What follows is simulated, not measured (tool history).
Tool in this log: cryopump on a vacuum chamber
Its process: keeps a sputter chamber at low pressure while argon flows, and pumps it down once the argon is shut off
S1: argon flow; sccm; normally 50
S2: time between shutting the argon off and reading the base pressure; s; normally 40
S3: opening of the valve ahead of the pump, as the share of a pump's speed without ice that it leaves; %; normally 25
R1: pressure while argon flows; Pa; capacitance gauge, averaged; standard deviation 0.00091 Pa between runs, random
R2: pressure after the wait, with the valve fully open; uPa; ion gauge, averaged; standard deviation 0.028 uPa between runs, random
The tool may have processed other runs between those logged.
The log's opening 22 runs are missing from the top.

run	hour	S1	S2	S3	R1	R2
23	373.8	99	43	24	0.4376	1.74
24	395.2	99	43	24	0.4357	1.72
25	416.7	26	125	32	0.0882	1.12
26	434.3	26	125	32	0.0897	1.16
27	444.1	50	40	21	0.2496	1.81
# hour 462.9: pump warmed up, emptied and cooled again
28	468.9	50	40	21	0.2274	1.63
29	489.1	99	40	49	0.1955	1.59
30	502.9	62	40	28	0.2116	1.71
31	516.4	62	40	28	0.2144	1.64
32	532	33	269	48	0.0666	0.75
33	551.8	49	108	25	0.1887	1.02
34	570.1	23	73	25	0.0884	1.2
35	589.1	23	73	25	0.0882	1.24

Branching from run 35: 3 alternative next runs. What would each branch give?
A	602.6	42	55	25	?	?
B	602.6	90	254	54	?	?
C	602.6	77	40	15	?	?

run	R1	R2
A	0.1622	1.38
B	0.1623	0.75
C	0.4946	1.74
Take away the tool's hidden state, keep each run's random variation, and the runs would have read:
run	R1	R2
A	0.1601	0.94
B	0.1577	0.31
C	0.4906	1.28
